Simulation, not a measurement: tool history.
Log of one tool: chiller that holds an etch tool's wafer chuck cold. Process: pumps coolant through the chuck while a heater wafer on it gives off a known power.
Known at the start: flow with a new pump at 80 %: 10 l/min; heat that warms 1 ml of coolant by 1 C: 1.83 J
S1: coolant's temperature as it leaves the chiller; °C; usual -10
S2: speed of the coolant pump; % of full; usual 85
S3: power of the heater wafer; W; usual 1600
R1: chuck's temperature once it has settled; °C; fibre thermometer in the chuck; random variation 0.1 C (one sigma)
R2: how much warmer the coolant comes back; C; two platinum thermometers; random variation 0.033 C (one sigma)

run 1 hour=0.0 | S1=-10 S2=85 S3=1600 | R1=0.4 R2=4.91
run 2 hour=64.2 | S1=-10 S2=85 S3=1600 | R1=0.5 R2=4.91
run 3 hour=119.0 | S1=-10 S2=85 S3=1600 | R1=0.4 R2=4.91
run 4 hour=181.5 | S1=-4 S2=85 S3=1600 | R1=6.5 R2=4.97
run 5 hour=232.4 | S1=-10 S2=85 S3=1546 | R1=0.2 R2=4.73
run 6 hour=270.9 | S1=-10 S2=85 S3=1546 | R1=0.0 R2=4.76
run 7 hour=303.5 | S1=-10 S2=85 S3=1546 | R1=0.1 R2=4.80
run 8 hour=355.1 | S1=-10 S2=85 S3=1546 | R1=0.1 R2=4.77
run 9 hour=410.7 | S1=-6 S2=85 S3=1600 | R1=4.4 R2=4.92
run 10 hour=474.6 | S1=-10 S2=85 S3=1600 | R1=0.5 R2=4.97
-- hour=508.7 chiller's thermometer calibrated
run 11 hour=518.1 | S1=-10 S2=85 S3=1600 | R1=1.1 R2=4.95
run 12 hour=576.9 | S1=-10 S2=69 S3=1600 | R1=3.1 R2=6.21
run 13 hour=604.7 | S1=-10 S2=69 S3=1960 | R1=5.8 R2=7.60
run 14 hour=639.9 | S1=-10 S2=69 S3=1960 | R1=5.9 R2=7.56
run 15 hour=704.1 | S1=-9 S2=69 S3=1960 | R1=6.8 R2=7.57
run 16 hour=757.4 | S1=-9 S2=64 S3=1960 | R1=7.9 R2=8.19
run 17 hour=803.8 | S1=-18 S2=65 S3=2376 | R1=2.3 R2=9.79
run 18 hour=870.5 | S1=-18 S2=65 S3=2376 | R1=2.1 R2=9.85
run 19 hour=898.1 | S1=-18 S2=65 S3=2376 | R1=2.2 R2=9.87
run 20 hour=930.1 | S1=-10 S2=83 S3=1600 | R1=1.4 R2=5.15
run 21 hour=988.1 | S1=-10 S2=75 S3=1600 | R1=2.2 R2=5.67
run 22 hour=1023.2 | S1=-10 S2=90 S3=1799 | R1=2.0 R2=5.23
run 23 hour=1077.6 | S1=-10 S2=90 S3=1799 | R1=2.0 R2=5.30
run 24 hour=1137.5 | S1=-10 S2=90 S3=1799 | R1=1.9 R2=5.32
run 25 hour=1202.3 | S1=0 S2=94 S3=1419 | R1=9.1 R2=3.94
run 26 hour=1234.1 | S1=-5 S2=92 S3=1419 | R1=4.2 R2=4.07
run 27 hour=1295.7 | S1=-7 S2=85 S3=1569 | R1=3.8 R2=4.92
run 28 hour=1336.9 | S1=-7 S2=85 S3=1569 | R1=4.0 R2=4.90
run 29 hour=1364.4 | S1=-6 S2=74 S3=1671 | R1=7.2 R2=6.04
run 30 hour=1428.9 | S1=-6 S2=74 S3=1671 | R1=7.0 R2=6.02
run 31 hour=1464.4 | S1=-11 S2=85 S3=1657 | R1=0.5 R2=5.24

Some steps in R1 between neighbouring runs. How much of each would the tool show without its hidden state too (settings, what came in, random variation), and how much is left for the hidden state, with any gauge scatter that isn't in both results?
The hidden state here: heat passed by the chuck's channels, % of clean ones'; flow at a given pump speed, % of a new pump's; coolant's true temperature over the reading, C; drift of the gauge itself on chuck_c, C; drift of the gauge itself on warmer_back_c, C.
Run 4 -> 5: S1 -4 -> -10, S3 1600 -> 1546. R1 -6.3 °C: hidden state -0.1, all else -6.2.
Run 10 -> 11: chiller's thermometer calibrated. R1 +0.6 °C: hidden state +0.6, all else +0.0.
Run 16 -> 17: S1 -9 -> -18, S2 64 -> 65, S3 1960 -> 2376. R1 -5.6 °C: hidden state +0.2, all else -5.8.
Run 19 -> 20: S1 -18 -> -10, S2 65 -> 83, S3 2376 -> 1600. R1 -0.8 °C: hidden state -0.4, all else -0.4.
Run 24 -> 25: S1 -10 -> 0, S2 90 -> 94, S3 1799 -> 1419. R1 +7.2 °C: hidden state -0.1, all else +7.3.
Run 30 -> 31: S1 -6 -> -11, S2 74 -> 85, S3 1671 -> 1657. R1 -6.5 °C: hidden state -0.1, all else -6.4.
